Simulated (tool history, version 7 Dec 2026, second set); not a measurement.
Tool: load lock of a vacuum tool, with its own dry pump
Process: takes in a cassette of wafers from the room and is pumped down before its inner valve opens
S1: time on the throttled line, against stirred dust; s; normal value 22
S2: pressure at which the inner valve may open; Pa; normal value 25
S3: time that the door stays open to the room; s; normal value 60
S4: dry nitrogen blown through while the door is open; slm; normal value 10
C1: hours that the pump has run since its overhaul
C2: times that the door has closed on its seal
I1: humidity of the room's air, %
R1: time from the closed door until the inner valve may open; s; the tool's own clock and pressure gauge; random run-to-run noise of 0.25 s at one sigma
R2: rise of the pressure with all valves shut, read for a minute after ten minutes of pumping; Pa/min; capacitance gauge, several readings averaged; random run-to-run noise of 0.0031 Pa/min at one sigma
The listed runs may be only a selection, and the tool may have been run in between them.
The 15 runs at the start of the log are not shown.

run     hour  S1  S2   S3  S4     C1     C2    I1    R1     R2
 16   6481.3  22  25   60  10   7688  32284  42.3  39.6  0.293
 17   7056.4  22  25   60  10   8263  34282  46.8  40.3  0.322
 18   7548.8  22  25   60  10   8756  35991  43.9  40.3  0.338
 19     7996  22  25   60  10   9203  37544  45.6  40.2  0.362
 20     8413  32  35   60  21   9620  38992  45.2  47.8  0.359
 21   8903.4  16  35   96  21  10110  40695  44.1  34.2  0.393
 22     9161  16  35   96  21  10368  41589  49.1  34.2  0.409
 23   9591.9  22  25   60  22  10799  43086  43.3  40.8  0.405
 24  10153.4  22  25   60  32  11360  45036  46.7  40.8  0.431
 25  10647.1  22  25   60  32  11854  46750  44.9  41.3  0.443
       10871  -- door's seal changed, seat wiped
 26    11154  17  25   60  20  12359    983  45.7  36.5  0.072
 27  11654.7  22  27   60  15  12860   2722  45.3  41.3  0.085
 28  11928.3  26  26   60  10  13134   3672  44.9  44.4  0.097
 29  12284.1  22  31  123  10  13489   4907  41.8  40.5  0.108
 30  12804.2  22  31  123  10  14010   6713  40.5  40.7  0.122
 31  13330.6  23  31  148  10  14536   8541  44.4  41.8  0.142
 32  13855.7  22  25   38  10  15061  10365  43.4  42.3  0.116
 33  14349.6  16  32   25  10  15555  12080  47.1  36.3   0.12
 34  14792.2  16  25   58  18  15998  13616  43.7  37.2   0.13
 35    15236  41  25  105  10  16441  15158  47.1  58.7  0.166
 36    15559  38  25  105  10  16764  16279  43.6  55.6  0.175

Each row is a separate what-if for the run after 36, all from the same tool condition, not one after another. Results?
     15649.7  -- dry pump taken out, an overhauled one fitted
  A  16137.2  40  24  105  14  487  18266    43   ?   ?
     15649.7  -- dry pump taken out, an overhauled one fitted
  B  16137.2  38  46   27   4  487  18266  40.1   ?   ?
     15649.7  -- dry pump taken out, an overhauled one fitted
  C  16137.2  14  25  108  12  487  18266  48.2   ?   ?
     15649.7  -- dry pump taken out, an overhauled one fitted
  D  16137.2  26  34   60   7  487  18266  47.3   ?   ?
     15649.7  -- dry pump taken out, an overhauled one fitted
  E  16137.2  16  25   60  10  487  18266  44.5   ?   ?

run    R1     R2
  A  54.3  0.175
  B  50.5  0.157
  C  31.4  0.192
  D  41.1  0.178
  E  33.4  0.178
The same runs, with their run-to-run variation unchanged, on a tool lacking any hidden condition would have given:
run    R1     R2
  A  54.5  0.082
  B  50.6  0.062
  C  31.6  0.098
  D  41.3  0.085
  E  33.6  0.084
